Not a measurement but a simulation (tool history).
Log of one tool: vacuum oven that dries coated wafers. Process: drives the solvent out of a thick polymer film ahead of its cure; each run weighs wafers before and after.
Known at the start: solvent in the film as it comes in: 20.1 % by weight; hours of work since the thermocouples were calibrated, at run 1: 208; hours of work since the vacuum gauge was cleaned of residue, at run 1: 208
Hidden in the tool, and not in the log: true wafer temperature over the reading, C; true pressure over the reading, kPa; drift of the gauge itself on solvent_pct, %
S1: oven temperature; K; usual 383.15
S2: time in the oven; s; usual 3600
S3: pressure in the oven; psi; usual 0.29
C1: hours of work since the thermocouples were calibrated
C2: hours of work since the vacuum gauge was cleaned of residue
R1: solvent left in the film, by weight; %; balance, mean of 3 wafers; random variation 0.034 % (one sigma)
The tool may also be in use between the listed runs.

{"run": 1, "hour": 0.0, "S1": 383.15, "S2": 3600, "S3": 0.29, "C1": 208, "C2": 208, "R1": 2.56}
{"run": 2, "hour": 39.3, "S1": 383.15, "S2": 3600, "S3": 0.29, "C1": 236, "C2": 236, "R1": 2.6}
{"run": 3, "hour": 101.9, "S1": 383.15, "S2": 3600, "S3": 0.29, "C1": 279, "C2": 279, "R1": 2.63}
{"run": 4, "hour": 153.9, "S1": 372.15, "S2": 3600, "S3": 0.29, "C1": 315, "C2": 315, "R1": 5.03}
{"run": 5, "hour": 204.6, "S1": 381.15, "S2": 3600, "S3": 0.29, "C1": 350, "C2": 350, "R1": 2.95}
{"run": 6, "hour": 272.8, "S1": 383.15, "S2": 3900, "S3": 0.29, "C1": 397, "C2": 397, "R1": 2.49}
{"run": 7, "hour": 321.3, "S1": 383.15, "S2": 3600, "S3": 0.29, "C1": 431, "C2": 431, "R1": 2.66}
{"run": 8, "hour": 357.5, "S1": 383.15, "S2": 3600, "S3": 0.29, "C1": 456, "C2": 456, "R1": 2.71}
{"run": 9, "hour": 409.9, "S1": 383.15, "S2": 3600, "S3": 0.29, "C1": 492, "C2": 492, "R1": 2.73}
{"run": 10, "hour": 474.3, "S1": 383.15, "S2": 3600, "S3": 0.152, "C1": 537, "C2": 537, "R1": 2.11}
{"run": 11, "hour": 510.7, "S1": 383.15, "S2": 3600, "S3": 0.152, "C1": 562, "C2": 562, "R1": 2.14}
{"run": 12, "hour": 571.8, "S1": 383.15, "S2": 3600, "S3": 0.152, "C1": 604, "C2": 604, "R1": 2.18}
{"run": 13, "hour": 618.5, "S1": 383.15, "S2": 3600, "S3": 0.152, "C1": 636, "C2": 636, "R1": 2.17}
{"run": 14, "hour": 693.2, "S1": 383.15, "S2": 3600, "S3": 0.152, "C1": 688, "C2": 688, "R1": 2.22}
{"run": 15, "hour": 758.3, "S1": 383.15, "S2": 1920, "S3": 0.29, "C1": 733, "C2": 733, "R1": 5.58}
{"run": 16, "hour": 822.9, "S1": 397.15, "S2": 3060, "S3": 0.627, "C1": 778, "C2": 778, "R1": 2.44}
{"hour": 831.0, "done": "oven's thermocouples calibrated"}
{"run": 17, "hour": 883.2, "S1": 383.15, "S2": 3600, "S3": 0.355, "C1": 36, "C2": 818, "R1": 3.22}
{"run": 18, "hour": 934.3, "S1": 383.15, "S2": 3600, "S3": 0.645, "C1": 71, "C2": 853, "R1": 4.62}
{"run": 19, "hour": 973.0, "S1": 383.15, "S2": 4680, "S3": 0.608, "C1": 98, "C2": 880, "R1": 3.87}
{"run": 20, "hour": 1045.8, "S1": 383.15, "S2": 4560, "S3": 0.608, "C1": 149, "C2": 930, "R1": 3.85}
{"run": 21, "hour": 1096.3, "S1": 387.15, "S2": 1860, "S3": 0.608, "C1": 183, "C2": 965, "R1": 6.09}
{"hour": 1130.7, "done": "oven's thermocouples calibrated, once more"}
{"run": 22, "hour": 1147.4, "S1": 393.15, "S2": 3720, "S3": 0.819, "C1": 12, "C2": 999, "R1": 3.12}
{"run": 23, "hour": 1198.3, "S1": 383.15, "S2": 3600, "S3": 0.425, "C1": 47, "C2": 1035, "R1": 3.29}
{"hour": 1215.9, "done": "vacuum gauge cleaned of residue and calibrated"}
{"run": 24, "hour": 1253.9, "S1": 393.15, "S2": 5700, "S3": 0.213, "C1": 84, "C2": 26, "R1": 0.84}
{"run": 25, "hour": 1299.9, "S1": 393.15, "S2": 5700, "S3": 0.213, "C1": 116, "C2": 58, "R1": 0.8}
{"run": 26, "hour": 1364.8, "S1": 371.15, "S2": 2280, "S3": 0.521, "C1": 161, "C2": 103, "R1": 8.93}
{"run": 27, "hour": 1418.0, "S1": 384.15, "S2": 6480, "S3": 0.724, "C1": 198, "C2": 140, "R1": 3.5}

Forecast each of these 3 alternatives for the next run:
{"run": "A", "hour": 1470.1, "S1": 380.15, "S2": 3600, "S3": 0.154, "C1": 234, "C2": 176, "R1": "?"}
{"run": "B", "hour": 1470.1, "S1": 395.15, "S2": 3600, "S3": 0.29, "C1": 234, "C2": 176, "R1": "?"}
{"run": "C", "hour": 1470.1, "S1": 384.15, "S2": 6240, "S3": 0.593, "C1": 234, "C2": 176, "R1": "?"}

run=A R1=2.5
run=B R1=1.27
run=C R1=2.95
Without the tool's hidden state the same runs would have given:
run=A R1=2.42
run=B R1=1.23
run=C R1=2.89
